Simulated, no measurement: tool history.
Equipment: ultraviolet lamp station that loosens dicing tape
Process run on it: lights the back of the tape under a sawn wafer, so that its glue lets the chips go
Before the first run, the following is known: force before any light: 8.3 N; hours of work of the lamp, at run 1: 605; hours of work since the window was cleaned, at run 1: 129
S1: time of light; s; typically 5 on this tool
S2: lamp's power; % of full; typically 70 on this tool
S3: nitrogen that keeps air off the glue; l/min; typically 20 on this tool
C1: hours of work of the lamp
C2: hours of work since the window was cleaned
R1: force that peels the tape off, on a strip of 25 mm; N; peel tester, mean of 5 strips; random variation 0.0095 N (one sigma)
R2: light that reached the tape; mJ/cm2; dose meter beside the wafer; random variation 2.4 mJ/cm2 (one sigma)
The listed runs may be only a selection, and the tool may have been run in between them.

run,hour,S1,S2,S3,C1,C2,R1,R2
1,0,5,70,20,605,129,0.636,212
2,39.3,5,70,20,630,154,0.673,208
3,67.5,5,84,20,648,171,0.453,245
4,101.9,5,70,20,669,193,0.73,203
5,139,5,91,20,693,217,0.41,259
# hour 146.1: window cleaned of glue's vapour
6,160.8,5,91,20,706,9,0.407,252
7,186.2,5,91,20,722,25,0.428,253
8,205.2,5,91,20,734,37,0.418,245
9,239.1,5,91,8,756,59,0.946,246
10,263.2,5,91,8,771,74,0.994,246
11,281.7,5,91,8,783,86,0.98,237
12,304.4,5,91,8,797,100,1.007,238
13,341,5,91,8,820,123,1.062,231
14,362.1,5,70,39,834,137,0.609,175
15,384.3,5,70,20,848,151,0.93,181
# hour 402.2: window cleaned of glue's vapour, once more
16,424.7,5,70,35,873,14,0.466,209
17,448.8,5,70,14,888,29,0.903,209
18,468.5,2,70,9,900,42,3.896,79
19,508.5,5,86,14,926,67,0.594,244
20,550.4,5,86,14,952,94,0.648,240
21,580.6,2,78,6,971,113,4.13,84
22,620.4,2,78,7,996,138,3.982,85
23,655.1,7,78,7,1018,160,0.774,292
24,698.1,2,78,30,1045,187,2.562,80
25,740.2,2,78,30,1072,214,2.729,82
# hour 751.1: window cleaned of glue's vapour
26,774.2,2,78,30,1093,15,2.433,88
27,816.5,3,87,30,1120,41,1.159,139
28,835.6,3,87,7,1132,53,2.494,136
29,876,3,87,7,1158,79,2.584,132
30,912.7,3,70,6,1181,102,3.254,109
31,954.2,5,61,20,1207,128,1.191,153
32,985.9,6,95,11,1227,148,0.504,289
33,1016.6,3,95,11,1246,168,1.956,141
34,1035.2,5,86,14,1258,180,0.841,210

Results per run with the tool's hidden condition removed, run-to-run variation unchanged:
Hidden state at play: lamp's light, % of a new lamp's; light that the window lets through, % of a clean one's; drift of the gauge itself on peel_n, %; drift of the gauge itself on dose_mj_cm2, %.
run,R1,R2
1,0.4,258
2,0.406,257
3,0.259,307
4,0.414,258
5,0.224,335
6,0.208,332
7,0.218,336
8,0.199,331
9,0.475,334
10,0.484,337
11,0.474,330
12,0.474,334
13,0.481,331
14,0.251,254
15,0.397,262
16,0.266,261
17,0.532,263
18,3.164,101
19,0.315,317
20,0.333,316
21,3.276,112
22,3.08,116
23,0.364,401
24,1.624,113
25,1.698,116
26,1.643,117
27,0.613,190
28,1.628,187
29,1.65,185
30,2.271,154
31,0.553,222
32,0.198,420
33,1.019,208
34,0.335,314
